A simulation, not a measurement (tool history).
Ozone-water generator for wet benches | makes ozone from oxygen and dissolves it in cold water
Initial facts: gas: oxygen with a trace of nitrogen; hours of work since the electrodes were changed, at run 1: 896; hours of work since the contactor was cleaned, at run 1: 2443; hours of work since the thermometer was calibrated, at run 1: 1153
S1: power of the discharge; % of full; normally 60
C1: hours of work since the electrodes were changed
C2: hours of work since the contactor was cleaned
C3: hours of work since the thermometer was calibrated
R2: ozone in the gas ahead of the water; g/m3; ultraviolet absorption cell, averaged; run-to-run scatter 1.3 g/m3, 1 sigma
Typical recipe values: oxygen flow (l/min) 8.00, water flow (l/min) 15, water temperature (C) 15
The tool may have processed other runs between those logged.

{"run": 1, "hour": 0.0, "S1": 60, "oxygen flow (l/min)": 8.0, "water flow (l/min)": 15, "water temperature (C)": 15, "C1": 896, "C2": 2443, "C3": 1153, "dissolved ozone (ppm)": 41.9, "R2": 234.7}
{"run": 2, "hour": 33.6, "S1": 60, "oxygen flow (l/min)": 8.0, "water flow (l/min)": 15, "water temperature (C)": 15, "C1": 921, "C2": 2468, "C3": 1178, "dissolved ozone (ppm)": 41.4, "R2": 234.4}
{"run": 3, "hour": 58.4, "S1": 91, "oxygen flow (l/min)": 8.0, "water flow (l/min)": 15, "water temperature (C)": 15, "C1": 939, "C2": 2487, "C3": 1196, "dissolved ozone (ppm)": 58.4, "R2": 328.9}
{"run": 4, "hour": 77.1, "S1": 91, "oxygen flow (l/min)": 8.0, "water flow (l/min)": 15, "water temperature (C)": 15, "C1": 953, "C2": 2501, "C3": 1210, "dissolved ozone (ppm)": 58.6, "R2": 327.4}
{"run": 5, "hour": 113.2, "S1": 91, "oxygen flow (l/min)": 8.0, "water flow (l/min)": 15, "water temperature (C)": 15, "C1": 980, "C2": 2527, "C3": 1237, "dissolved ozone (ppm)": 58.0, "R2": 327.5}
{"run": 6, "hour": 133.0, "S1": 60, "oxygen flow (l/min)": 8.0, "water flow (l/min)": 15, "water temperature (C)": 20, "C1": 995, "C2": 2542, "C3": 1251, "dissolved ozone (ppm)": 37.5, "R2": 233.7}
{"run": 7, "hour": 173.5, "S1": 60, "oxygen flow (l/min)": 8.0, "water flow (l/min)": 15, "water temperature (C)": 15, "C1": 1025, "C2": 2572, "C3": 1281, "dissolved ozone (ppm)": 41.0, "R2": 234.7}
{"run": 8, "hour": 210.4, "S1": 60, "oxygen flow (l/min)": 8.0, "water flow (l/min)": 15, "water temperature (C)": 15, "C1": 1052, "C2": 2600, "C3": 1309, "dissolved ozone (ppm)": 41.4, "R2": 233.7}
{"run": 9, "hour": 244.9, "S1": 60, "oxygen flow (l/min)": 4.81, "water flow (l/min)": 15, "water temperature (C)": 15, "C1": 1078, "C2": 2625, "C3": 1335, "dissolved ozone (ppm)": 40.2, "R2": 285.5}
{"run": 10, "hour": 267.8, "S1": 60, "oxygen flow (l/min)": 4.81, "water flow (l/min)": 15, "water temperature (C)": 15, "C1": 1095, "C2": 2642, "C3": 1351, "dissolved ozone (ppm)": 40.0, "R2": 285.0}
{"run": 11, "hour": 302.1, "S1": 77, "oxygen flow (l/min)": 4.81, "water flow (l/min)": 15, "water temperature (C)": 15, "C1": 1120, "C2": 2668, "C3": 1377, "dissolved ozone (ppm)": 49.6, "R2": 348.6}
{"run": 12, "hour": 339.9, "S1": 60, "oxygen flow (l/min)": 7.01, "water flow (l/min)": 15, "water temperature (C)": 15, "C1": 1148, "C2": 2696, "C3": 1405, "dissolved ozone (ppm)": 41.5, "R2": 245.3}
{"run": 13, "hour": 370.0, "S1": 60, "oxygen flow (l/min)": 7.01, "water flow (l/min)": 15, "water temperature (C)": 15, "C1": 1171, "C2": 2718, "C3": 1427, "dissolved ozone (ppm)": 41.3, "R2": 245.2}
{"run": 14, "hour": 390.5, "S1": 60, "oxygen flow (l/min)": 7.01, "water flow (l/min)": 15, "water temperature (C)": 15, "C1": 1186, "C2": 2733, "C3": 1443, "dissolved ozone (ppm)": 41.1, "R2": 245.7}
{"run": 15, "hour": 424.6, "S1": 60, "oxygen flow (l/min)": 8.0, "water flow (l/min)": 15, "water temperature (C)": 15, "C1": 1211, "C2": 2759, "C3": 1468, "dissolved ozone (ppm)": 41.6, "R2": 232.9}
{"hour": 441.4, "done": "contactor cleaned"}
{"run": 16, "hour": 456.5, "S1": 60, "oxygen flow (l/min)": 8.0, "water flow (l/min)": 15, "water temperature (C)": 15, "C1": 1232, "C2": 11, "C3": 1489, "dissolved ozone (ppm)": 41.9, "R2": 234.7}
{"run": 17, "hour": 497.0, "S1": 60, "oxygen flow (l/min)": 8.0, "water flow (l/min)": 15, "water temperature (C)": 15, "C1": 1262, "C2": 41, "C3": 1519, "dissolved ozone (ppm)": 41.9, "R2": 234.0}
{"run": 18, "hour": 527.4, "S1": 40, "oxygen flow (l/min)": 10.96, "water flow (l/min)": 14, "water temperature (C)": 15, "C1": 1284, "C2": 64, "C3": 1541, "dissolved ozone (ppm)": 30.8, "R2": 148.1}
{"run": 19, "hour": 551.6, "S1": 40, "oxygen flow (l/min)": 10.96, "water flow (l/min)": 14, "water temperature (C)": 15, "C1": 1302, "C2": 82, "C3": 1559, "dissolved ozone (ppm)": 30.4, "R2": 147.1}
{"run": 20, "hour": 568.9, "S1": 74, "oxygen flow (l/min)": 10.96, "water flow (l/min)": 23, "water temperature (C)": 15, "C1": 1315, "C2": 95, "C3": 1572, "dissolved ozone (ppm)": 40.0, "R2": 242.1}
{"run": 21, "hour": 606.5, "S1": 80, "oxygen flow (l/min)": 10.96, "water flow (l/min)": 10, "water temperature (C)": 15, "C1": 1343, "C2": 123, "C3": 1600, "dissolved ozone (ppm)": 60.9, "R2": 259.0}
{"run": 22, "hour": 638.4, "S1": 80, "oxygen flow (l/min)": 10.96, "water flow (l/min)": 10, "water temperature (C)": 15, "C1": 1367, "C2": 146, "C3": 1624, "dissolved ozone (ppm)": 61.5, "R2": 258.8}
{"run": 23, "hour": 670.1, "S1": 80, "oxygen flow (l/min)": 10.96, "water flow (l/min)": 10, "water temperature (C)": 15, "C1": 1390, "C2": 170, "C3": 1647, "dissolved ozone (ppm)": 61.0, "R2": 258.0}
{"run": 24, "hour": 689.5, "S1": 60, "oxygen flow (l/min)": 8.83, "water flow (l/min)": 15, "water temperature (C)": 9, "C1": 1405, "C2": 184, "C3": 1662, "dissolved ozone (ppm)": 46.8, "R2": 221.7}
{"run": 25, "hour": 713.3, "S1": 76, "oxygen flow (l/min)": 4.31, "water flow (l/min)": 15, "water temperature (C)": 10, "C1": 1422, "C2": 202, "C3": 1679, "dissolved ozone (ppm)": 51.9, "R2": 358.7}

Estimate the outcome of run 26 from the log above:
{"run": 26, "hour": 740.4, "S1": 76, "oxygen flow (l/min)": 4.31, "water flow (l/min)": 15, "water temperature (C)": 10, "C1": 1443, "C2": 222, "C3": 1699, "dissolved ozone (ppm)": "?", "R2": "?"}

dissolved ozone (ppm): 52.1
R2: 357.9 g/m3
With the hidden condition absent and the run-to-run variation left alone, this run would have shown dissolved ozone (ppm) 53.8, R2 368.4 g/m3.
